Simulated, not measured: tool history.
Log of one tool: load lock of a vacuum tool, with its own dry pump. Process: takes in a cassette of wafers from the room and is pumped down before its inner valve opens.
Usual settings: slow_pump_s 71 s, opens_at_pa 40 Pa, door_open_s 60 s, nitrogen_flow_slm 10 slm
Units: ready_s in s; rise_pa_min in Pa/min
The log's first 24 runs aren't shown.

run,hour,slow_pump_s,opens_at_pa,door_open_s,nitrogen_flow_slm,hours that the pump has run since its overhaul,times that the door has closed on its seal,"incoming humidity of the room's air, %",ready_s,rise_pa_min
25,1996.3,81,46,62,6,2214,31054,43.5,109.6,0.215
26,2083.9,81,46,62,6,2302,31349,47.0,110.1,0.214
27,2172.9,100,43,60,10,2391,31649,46.0,127.0,0.211
28,2220.8,71,67,30,7,2439,31810,45.6,99.0,0.204
29,2313.9,71,40,92,10,2532,32124,45.0,101.6,0.229
30,2419.3,44,43,26,4,2637,32479,42.5,78.3,0.208
31,2485.4,44,43,95,4,2703,32702,43.4,78.2,0.235
32,2594.6,38,40,162,10,2812,33070,45.7,73.8,0.256

4 ways to go on from here, each from the tool as it stands after run 32. What would each give?
A,2664.5,71,40,60,6,2882,33305,44.1,?,?
B,2664.5,106,38,60,40,2882,33305,47.4,?,?
C,2664.5,71,60,27,24,2882,33305,47.1,?,?
D,2664.5,40,40,28,10,2882,33305,47.7,?,?

run,ready_s,rise_pa_min
A,102.3,0.234
B,132.8,0.213
C,99.6,0.208
D,74.9,0.212
Without the tool's hidden state the same runs would have given:
run,ready_s,rise_pa_min
A,101.9,0.046
B,132.4,0.024
C,99.2,0.023
D,74.5,0.027
